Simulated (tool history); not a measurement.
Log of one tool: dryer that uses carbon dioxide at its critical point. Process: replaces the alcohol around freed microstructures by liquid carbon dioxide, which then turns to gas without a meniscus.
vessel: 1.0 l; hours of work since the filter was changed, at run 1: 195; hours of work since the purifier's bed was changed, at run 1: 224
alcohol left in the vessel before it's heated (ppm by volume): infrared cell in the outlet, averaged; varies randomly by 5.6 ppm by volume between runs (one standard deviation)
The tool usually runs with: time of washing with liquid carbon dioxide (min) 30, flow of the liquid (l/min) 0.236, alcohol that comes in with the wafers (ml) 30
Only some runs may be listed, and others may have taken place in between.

run	hour	time of washing with liquid carbon dioxide (min)	flow of the liquid (l/min)	alcohol that comes in with the wafers (ml)	hours of work since the filter was changed	hours of work since the purifier's bed was changed	alcohol left in the vessel before it's heated (ppm by volume)
1	0	30	0.236	30	195	224	317
2	7	30	0.236	30	199	228	319
3	14.1	30	0.236	30	203	232	341
4	20.5	30	0.236	30	207	236	323
5	28	30	0.236	30	211	240	320
6	35.9	30	0.236	30	215	245	330
7	43.9	30	0.231	30	220	250	375
8	52.1	30	0.236	30	225	254	341
9	59.8	30	0.236	30	229	259	340
10	67.7	30	0.236	30	234	263	345
11	81.1	30	0.236	30	241	271	357
12	86.9	30	0.236	30	244	274	369
13	99.3	30	0.277	30	252	281	175
14	110.1	30	0.236	30	258	287	367
15	121.2	30	0.236	30	264	294	389
16	129.2	30	0.236	30	269	298	390
17	137.9	27	0.236	30	274	303	564
18	151.1	30	0.236	67	281	311	819
19	159.7	30	0.236	30	286	316	393
20	166.7	20	0.236	88	290	320	4640
21	180.5	20	0.236	31	298	328	1662
# hour 187.9: inlet filter changed
22	193	27	0.17	41	3	334	1613
23	199.4	27	0.17	41	7	338	1616
24	205.7	27	0.17	41	10	341	1638
25	212.9	32	0.153	64	14	346	2071
26	225.1	32	0.153	64	21	353	2101
27	231.6	32	0.153	64	25	356	2152
28	237.6	46	0.236	109	28	360	96
29	243.5	33	0.238	23	32	363	145
30	257.5	32	0.256	30	40	371	146
31	267	32	0.256	30	45	376	140
32	274	32	0.256	30	49	381	148
33	285	30	0.143	25	55	387	1409
34	291.6	30	0.162	33	59	391	1253
35	304.1	20	0.395	33	66	398	163

Each row is a separate what-if for the run after 35, all from the same tool condition, not one after another. Results?
A	317.6	20	0.309	32	74	405	?
B	317.6	30	0.236	109	74	405	?
C	317.6	37	0.162	98	74	405	?

run	alcohol left in the vessel before it's heated (ppm by volume)
A	449
B	848
C	1708
The same runs, with their run-to-run variation unchanged, on a tool lacking any hidden condition would have given:
run	alcohol left in the vessel before it's heated (ppm by volume)
A	324
B	632
C	1371
